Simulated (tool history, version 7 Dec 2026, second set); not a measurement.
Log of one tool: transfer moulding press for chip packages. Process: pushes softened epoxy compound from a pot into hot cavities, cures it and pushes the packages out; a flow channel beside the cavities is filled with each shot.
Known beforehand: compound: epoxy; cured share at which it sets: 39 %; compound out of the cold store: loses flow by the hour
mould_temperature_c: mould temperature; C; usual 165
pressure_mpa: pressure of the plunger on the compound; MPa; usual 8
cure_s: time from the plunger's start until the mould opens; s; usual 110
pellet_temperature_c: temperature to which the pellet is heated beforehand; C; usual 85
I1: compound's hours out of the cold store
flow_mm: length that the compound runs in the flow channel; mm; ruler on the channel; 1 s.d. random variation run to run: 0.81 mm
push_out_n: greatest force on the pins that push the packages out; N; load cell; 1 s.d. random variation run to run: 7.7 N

{"run": 1, "hour": 0.0, "mould_temperature_c": 165, "pressure_mpa": 8, "cure_s": 110, "pellet_temperature_c": 85, "I1": 16.3, "flow_mm": 589.7, "push_out_n": 446}
{"run": 2, "hour": 11.1, "mould_temperature_c": 165, "pressure_mpa": 8, "cure_s": 110, "pellet_temperature_c": 85, "I1": 16.1, "flow_mm": 589.3, "push_out_n": 467}
{"run": 3, "hour": 19.6, "mould_temperature_c": 165, "pressure_mpa": 8, "cure_s": 110, "pellet_temperature_c": 90, "I1": 24.5, "flow_mm": 576, "push_out_n": 496}
{"run": 4, "hour": 33.0, "mould_temperature_c": 165, "pressure_mpa": 8, "cure_s": 110, "pellet_temperature_c": 90, "I1": 13.7, "flow_mm": 591.8, "push_out_n": 525}
{"hour": 45.6, "done": "cavities cleaned with cleaning compound and waxed"}
{"run": 5, "hour": 46.2, "mould_temperature_c": 165, "pressure_mpa": 8, "cure_s": 110, "pellet_temperature_c": 85, "I1": 16, "flow_mm": 588.4, "push_out_n": 562}
{"run": 6, "hour": 56.4, "mould_temperature_c": 165, "pressure_mpa": 8, "cure_s": 110, "pellet_temperature_c": 89, "I1": 42.8, "flow_mm": 548.5, "push_out_n": 577}
{"run": 7, "hour": 72.0, "mould_temperature_c": 165, "pressure_mpa": 8, "cure_s": 110, "pellet_temperature_c": 85, "I1": 32.4, "flow_mm": 563.9, "push_out_n": 582}
{"run": 8, "hour": 86.5, "mould_temperature_c": 165, "pressure_mpa": 8, "cure_s": 110, "pellet_temperature_c": 95, "I1": 19.1, "flow_mm": 581.6, "push_out_n": 593}
{"run": 9, "hour": 97.4, "mould_temperature_c": 165, "pressure_mpa": 9.89, "cure_s": 110, "pellet_temperature_c": 85, "I1": 25.5, "flow_mm": 637.1, "push_out_n": 591}
{"run": 10, "hour": 107.9, "mould_temperature_c": 165, "pressure_mpa": 8, "cure_s": 110, "pellet_temperature_c": 85, "I1": 24.9, "flow_mm": 573.2, "push_out_n": 590}
{"hour": 122.7, "done": "cavities cleaned with cleaning compound and waxed, once more"}
{"run": 11, "hour": 122.9, "mould_temperature_c": 165, "pressure_mpa": 8, "cure_s": 110, "pellet_temperature_c": 85, "I1": 37.9, "flow_mm": 554.9, "push_out_n": 341}
{"run": 12, "hour": 134.6, "mould_temperature_c": 165, "pressure_mpa": 8, "cure_s": 110, "pellet_temperature_c": 85, "I1": 32.3, "flow_mm": 563.5, "push_out_n": 389}
{"run": 13, "hour": 144.2, "mould_temperature_c": 165, "pressure_mpa": 8, "cure_s": 110, "pellet_temperature_c": 85, "I1": 21.8, "flow_mm": 575.8, "push_out_n": 438}
{"run": 14, "hour": 154.6, "mould_temperature_c": 165, "pressure_mpa": 8, "cure_s": 110, "pellet_temperature_c": 85, "I1": 24.2, "flow_mm": 573.1, "push_out_n": 449}
{"run": 15, "hour": 169.4, "mould_temperature_c": 165, "pressure_mpa": 8, "cure_s": 135, "pellet_temperature_c": 82, "I1": 12.8, "flow_mm": 589.5, "push_out_n": 452}
{"run": 16, "hour": 180.9, "mould_temperature_c": 159, "pressure_mpa": 8, "cure_s": 99, "pellet_temperature_c": 85, "I1": 28.7, "flow_mm": 591.6, "push_out_n": 787}
{"run": 17, "hour": 196.3, "mould_temperature_c": 165, "pressure_mpa": 8.18, "cure_s": 112, "pellet_temperature_c": 85, "I1": 18, "flow_mm": 588.4, "push_out_n": 512}
{"hour": 200.6, "done": "cavities cleaned with cleaning compound and waxed"}
{"run": 18, "hour": 212.0, "mould_temperature_c": 165, "pressure_mpa": 8, "cure_s": 124, "pellet_temperature_c": 85, "I1": 16.2, "flow_mm": 582.3, "push_out_n": 383}

The next listed run, before its measurement:
{"run": 19, "hour": 223.0, "mould_temperature_c": 157, "pressure_mpa": 8, "cure_s": 135, "pellet_temperature_c": 82, "I1": 38.1, "flow_mm": "?", "push_out_n": "?"}

{"run 19": {"flow_mm": 584.8, "push_out_n": 433}}
If the tool had no hidden condition, the same run with the same run-to-run variation would have returned flow_mm 599.7 mm, push_out_n 335 N.
